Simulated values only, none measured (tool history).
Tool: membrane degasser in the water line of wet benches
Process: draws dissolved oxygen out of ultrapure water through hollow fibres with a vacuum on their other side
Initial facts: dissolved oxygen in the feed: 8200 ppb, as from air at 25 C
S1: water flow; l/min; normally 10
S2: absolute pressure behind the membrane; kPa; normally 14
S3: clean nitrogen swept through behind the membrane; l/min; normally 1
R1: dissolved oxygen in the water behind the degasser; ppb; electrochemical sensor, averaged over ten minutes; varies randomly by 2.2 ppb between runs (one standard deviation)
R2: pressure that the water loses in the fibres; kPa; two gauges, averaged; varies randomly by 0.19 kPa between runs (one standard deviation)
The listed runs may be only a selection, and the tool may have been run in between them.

run,hour,S1,S2,S3,R1,R2
1,0,10,14,1,263.1,39.31
2,58.7,10,14,1,265.5,39.34
3,101.1,10,14,1,262.8,38.93
4,135.8,10,14,2.21,129.9,38.89
5,179.6,10,17.3,1,344.3,39.13
6,211.6,10,14,1,262.8,39.02
7,259.1,10,14,1,264.8,38.94
8,287.6,12,10,0.42,415,47.03
9,326.4,12,10,0.42,414.7,46.74
10,366.5,12,10,0.42,414.8,46.91
11,413.4,12,10,0.42,412,46.76
12,444,8,21.1,0.42,748,31.31
13,472.9,8,21.1,1.54,239.3,31.37

Alternative continuations, all from the tool just after run 13; predict every row:
A,522.9,9,20.4,2.47,?,?
B,522.9,7,18.6,1,?,?
C,522.9,16,21.1,0.62,?,?

run,R1,R2
A,166.3,34.85
B,274,27.38
C,949.2,62.71
Stripped of hidden state, with their random variation kept, the same runs would have yielded:
run,R1,R2
A,154.2,34.64
B,251.4,27.21
C,930,62.33
